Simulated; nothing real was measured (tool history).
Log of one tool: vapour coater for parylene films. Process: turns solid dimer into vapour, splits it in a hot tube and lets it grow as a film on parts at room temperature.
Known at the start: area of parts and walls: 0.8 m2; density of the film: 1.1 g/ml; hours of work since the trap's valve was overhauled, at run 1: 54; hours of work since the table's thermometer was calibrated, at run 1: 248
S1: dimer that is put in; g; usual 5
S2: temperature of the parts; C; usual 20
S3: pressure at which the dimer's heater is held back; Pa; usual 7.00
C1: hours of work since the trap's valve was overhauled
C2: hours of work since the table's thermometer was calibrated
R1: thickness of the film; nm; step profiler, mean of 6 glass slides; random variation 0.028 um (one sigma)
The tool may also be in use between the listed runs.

| run | day | S1 | S2 | S3 | C1 | C2 | R1 |
|---|---|---|---|---|---|---|---|
| 1 | 0.000 | 5 | 20 | 7.00 | 54 | 248 | 2630 |
| 2 | 1.817 | 5 | 20 | 7.00 | 76 | 270 | 2600 |
| 3 | 3.400 | 5 | 20 | 7.00 | 96 | 290 | 2640 |
| 4 | 5.825 | 5 | 20 | 7.00 | 126 | 320 | 2510 |
| 5 | 7.792 | 5 | 20 | 3.76 | 151 | 345 | 2690 |
| 6 | 10.688 | 5 | 20 | 7.00 | 187 | 381 | 2440 |
|  | 13.279 | trap's valve overhauled |
| 7 | 13.471 | 5 | 20 | 7.00 | 2 | 414 | 2760 |
| 8 | 14.788 | 5 | 20 | 7.00 | 19 | 430 | 2710 |
| 9 | 16.646 | 5 | 20 | 7.00 | 42 | 453 | 2710 |
| 10 | 19.529 | 5 | 20 | 9.26 | 78 | 489 | 2570 |
| 11 | 21.067 | 5 | 20 | 9.26 | 97 | 509 | 2480 |
| 12 | 22.779 | 5 | 20 | 2.31 | 119 | 530 | 2810 |
| 13 | 25.433 | 5 | 20 | 7.00 | 152 | 563 | 2530 |
| 14 | 27.729 | 5 | 20 | 7.00 | 180 | 592 | 2410 |
| 15 | 29.821 | 5 | 20 | 7.00 | 206 | 618 | 2430 |
|  | 30.783 | trap's valve overhauled |
| 16 | 32.754 | 5 | 22 | 7.00 | 25 | 652 | 2530 |
| 17 | 35.646 | 5 | 22 | 7.00 | 61 | 688 | 2450 |
| 18 | 38.229 | 5 | 22 | 7.00 | 93 | 721 | 2460 |
| 19 | 40.208 | 5 | 22 | 7.00 | 118 | 745 | 2360 |
| 20 | 42.262 | 5 | 22 | 7.00 | 143 | 771 | 2360 |
| 21 | 45.175 | 5 | 20 | 7.00 | 180 | 807 | 2420 |
| 22 | 46.408 | 5 | 20 | 7.29 | 195 | 823 | 2390 |
| 23 | 47.729 | 8 | 19 | 9.61 | 211 | 839 | 3740 |
|  | 48.342 | trap's valve overhauled |
| 24 | 49.862 | 2 | 27 | 9.06 | 19 | 864 | 880 |
| 25 | 51.254 | 7 | 16 | 9.06 | 36 | 881 | 4190 |
| 26 | 53.954 | 5 | 24 | 7.00 | 70 | 915 | 2260 |
| 27 | 56.575 | 5 | 24 | 11.31 | 103 | 948 | 2150 |
| 28 | 59.404 | 5 | 24 | 11.31 | 138 | 983 | 2070 |
| 29 | 61.625 | 5 | 24 | 11.31 | 166 | 1011 | 2060 |
| 30 | 63.996 | 8 | 15 | 4.96 | 195 | 1040 | 4600 |
|  | 65.875 | trap's valve overhauled |
| 31 | 66.283 | 3 | 32 | 8.82 | 5 | 1067 | 1070 |
| 32 | 67.850 | 5 | 20 | 7.00 | 25 | 1086 | 2680 |
| 33 | 69.679 | 5 | 17 | 11.51 | 47 | 1109 | 2790 |
| 34 | 71.254 | 3 | 20 | 2.77 | 67 | 1129 | 1660 |
| 35 | 73.238 | 2 | 20 | 5.92 | 92 | 1153 | 1050 |
| 36 | 75.038 | 2 | 20 | 5.92 | 114 | 1176 | 1040 |
| 37 | 76.496 | 2 | 20 | 5.92 | 133 | 1194 | 1010 |
| 38 | 79.150 | 6 | 20 | 7.00 | 166 | 1227 | 2870 |
| 39 | 80.838 | 3 | 14 | 7.00 | 187 | 1248 | 1760 |
|  | 83.533 | trap's valve overhauled |
| 40 | 83.533 | 5 | 22 | 3.08 | 0 | 1280 | 2770 |
| 41 | 84.775 | 5 | 22 | 3.08 | 16 | 1295 | 2720 |
| 42 | 86.783 | 9 | 12 | 9.12 | 41 | 1320 | 6030 |

Forecast each of these 3 alternatives for the next run:
| A | 88.104 | 3 | 20 | 2.40 | 57 | 1337 | ? |
| B | 88.104 | 2 | 12 | 7.31 | 57 | 1337 | ? |
| C | 88.104 | 9 | 26 | 9.12 | 57 | 1337 | ? |

| run | R1 |
|---|---|
| A | 1710 |
| B | 1360 |
| C | 3800 |
Without the tool's hidden state the same runs would have given:
| run | R1 |
|---|---|
| A | 1860 |
| B | 1480 |
| C | 4130 |
